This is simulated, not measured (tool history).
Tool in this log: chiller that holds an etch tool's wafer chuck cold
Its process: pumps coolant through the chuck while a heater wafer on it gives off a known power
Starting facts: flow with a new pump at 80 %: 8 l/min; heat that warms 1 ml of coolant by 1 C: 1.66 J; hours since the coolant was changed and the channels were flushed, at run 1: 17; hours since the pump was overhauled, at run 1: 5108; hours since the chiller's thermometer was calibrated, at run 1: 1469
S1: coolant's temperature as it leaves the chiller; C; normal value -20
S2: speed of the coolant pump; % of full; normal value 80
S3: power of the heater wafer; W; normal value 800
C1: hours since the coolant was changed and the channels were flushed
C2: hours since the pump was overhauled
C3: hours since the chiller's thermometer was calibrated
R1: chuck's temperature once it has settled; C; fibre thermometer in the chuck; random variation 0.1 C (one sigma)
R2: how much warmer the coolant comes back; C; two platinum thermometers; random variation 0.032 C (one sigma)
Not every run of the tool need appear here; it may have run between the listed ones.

run 1 hour=0.0 | S1=-20 S2=80 S3=800 | C1=17 C2=5108 C3=1469 | R1=-13.6 R2=3.76
run 2 hour=85.7 | S1=-20 S2=80 S3=800 | C1=103 C2=5193 C3=1554 | R1=-13.6 R2=3.83
run 3 hour=195.5 | S1=-20 S2=80 S3=800 | C1=213 C2=5303 C3=1664 | R1=-13.3 R2=3.85
run 4 hour=333.0 | S1=-20 S2=80 S3=800 | C1=350 C2=5441 C3=1801 | R1=-13.5 R2=3.81
run 5 hour=481.5 | S1=-20 S2=80 S3=800 | C1=499 C2=5589 C3=1950 | R1=-13.6 R2=3.89
run 6 hour=585.3 | S1=-20 S2=80 S3=800 | C1=602 C2=5693 C3=2054 | R1=-13.5 R2=3.87
run 7 hour=683.8 | S1=-20 S2=87 S3=800 | C1=701 C2=5791 C3=2152 | R1=-14.0 R2=3.50
run 8 hour=784.6 | S1=-20 S2=87 S3=551 | C1=802 C2=5892 C3=2253 | R1=-15.9 R2=2.46
run 9 hour=865.1 | S1=-17 S2=80 S3=800 | C1=882 C2=5973 C3=2334 | R1=-10.4 R2=3.84
run 10 hour=1012.1 | S1=-17 S2=80 S3=800 | C1=1029 C2=6120 C3=2481 | R1=-10.5 R2=3.97
run 11 hour=1160.2 | S1=-25 S2=88 S3=911 | C1=1177 C2=6268 C3=2629 | R1=-17.9 R2=4.01
run 12 hour=1255.4 | S1=-28 S2=63 S3=800 | C1=1272 C2=6363 C3=2724 | R1=-20.1 R2=5.11
run 13 hour=1384.4 | S1=-20 S2=80 S3=496 | C1=1402 C2=6492 C3=2853 | R1=-16.1 R2=2.38
run 14 hour=1496.3 | S1=-14 S2=80 S3=1116 | C1=1513 C2=6604 C3=2965 | R1=-4.8 R2=5.44
-- hour=1509.5 coolant pump overhauled
run 15 hour=1633.2 | S1=-16 S2=87 S3=800 | C1=1645 C2=124 C3=3097 | R1=-9.8 R2=3.65
-- hour=1691.7 chiller's thermometer calibrated
-- hour=1768.8 coolant pump overhauled, once more
run 16 hour=1778.1 | S1=-16 S2=87 S3=800 | C1=1784 C2=9 C3=81 | R1=-10.2 R2=3.25
run 17 hour=1870.6 | S1=-16 S2=87 S3=800 | C1=1877 C2=102 C3=174 | R1=-10.0 R2=3.22
run 18 hour=1997.7 | S1=-16 S2=88 S3=645 | C1=2004 C2=229 C3=301 | R1=-11.3 R2=2.58
run 19 hour=2120.0 | S1=-18 S2=80 S3=645 | C1=2126 C2=351 C3=423 | R1=-12.7 R2=2.89
run 20 hour=2219.4 | S1=-28 S2=80 S3=407 | C1=2225 C2=451 C3=523 | R1=-24.9 R2=1.84

Each row is a separate what-if for the run after 20, all from the same tool condition, not one after another. Results?
run A hour=2295.0 | S1=-19 S2=80 S3=407 | C1=2301 C2=526 C3=598 | R1=? R2=?
run B hour=2295.0 | S1=-15 S2=66 S3=800 | C1=2301 C2=526 C3=598 | R1=? R2=?
run C hour=2295.0 | S1=-14 S2=71 S3=891 | C1=2301 C2=526 C3=598 | R1=? R2=?
run D hour=2295.0 | S1=-21 S2=60 S3=868 | C1=2301 C2=526 C3=598 | R1=? R2=?
run E hour=2295.0 | S1=-29 S2=78 S3=800 | C1=2301 C2=526 C3=598 | R1=? R2=?

run=A R1=-15.8 R2=1.85
run=B R1=-7.5 R2=4.50
run=C R1=-6.1 R2=4.60
run=D R1=-12.4 R2=5.44
run=E R1=-22.6 R2=3.71
Stripped of hidden state, with their random variation kept, the same runs would have yielded:
run=A R1=-15.8 R2=1.84
run=B R1=-7.6 R2=4.49
run=C R1=-6.2 R2=4.59
run=D R1=-12.5 R2=5.43
run=E R1=-22.7 R2=3.70

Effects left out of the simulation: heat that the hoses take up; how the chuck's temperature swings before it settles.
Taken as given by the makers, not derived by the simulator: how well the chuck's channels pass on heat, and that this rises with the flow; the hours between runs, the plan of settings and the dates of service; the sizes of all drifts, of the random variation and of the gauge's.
